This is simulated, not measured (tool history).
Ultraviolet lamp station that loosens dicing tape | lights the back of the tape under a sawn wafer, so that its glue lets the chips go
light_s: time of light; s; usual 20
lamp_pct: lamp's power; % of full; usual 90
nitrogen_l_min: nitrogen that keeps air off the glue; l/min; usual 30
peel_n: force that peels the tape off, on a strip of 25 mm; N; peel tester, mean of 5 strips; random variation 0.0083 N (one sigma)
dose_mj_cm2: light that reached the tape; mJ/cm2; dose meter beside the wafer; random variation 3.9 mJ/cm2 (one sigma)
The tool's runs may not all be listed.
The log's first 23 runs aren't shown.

run,hour,light_s,lamp_pct,nitrogen_l_min,peel_n,dose_mj_cm2
# hour 740.3: window cleaned of glue's vapour
24,747.2,28,91,24,0.252,972
25,783.5,20,88,44,0.320,668
26,805.7,20,68,23,0.483,513
27,833.7,20,68,23,0.491,520
28,857.1,17,78,39,0.434,498
29,901.2,39,75,26,0.250,1116
30,939.3,25,61,26,0.410,579
31,961.6,20,73,58,0.380,552
32,993.2,20,73,58,0.361,562
33,1035.5,20,73,15,0.499,554
34,1080.2,16,98,17,0.422,597
35,1119.0,13,85,53,0.536,428
36,1154.5,12,94,34,0.562,434

5 ways to go on from here, each from the tool as it stands after run 36. What would each give?
# hour 1159.1: lamp changed
A,1199.6,20,90,16,?,?
# hour 1159.1: lamp changed
B,1199.6,24,90,10,?,?
# hour 1159.1: lamp changed
C,1199.6,28,90,30,?,?
# hour 1159.1: lamp changed
D,1199.6,22,67,32,?,?
# hour 1159.1: lamp changed
E,1199.6,20,85,30,?,?

run,peel_n,dose_mj_cm2
A,0.384,700
B,0.362,827
C,0.261,963
D,0.395,560
E,0.360,649
Without the tool's hidden state the same runs would have given:
run,peel_n,dose_mj_cm2
A,0.384,681
B,0.361,805
C,0.261,938
D,0.395,545
E,0.359,632
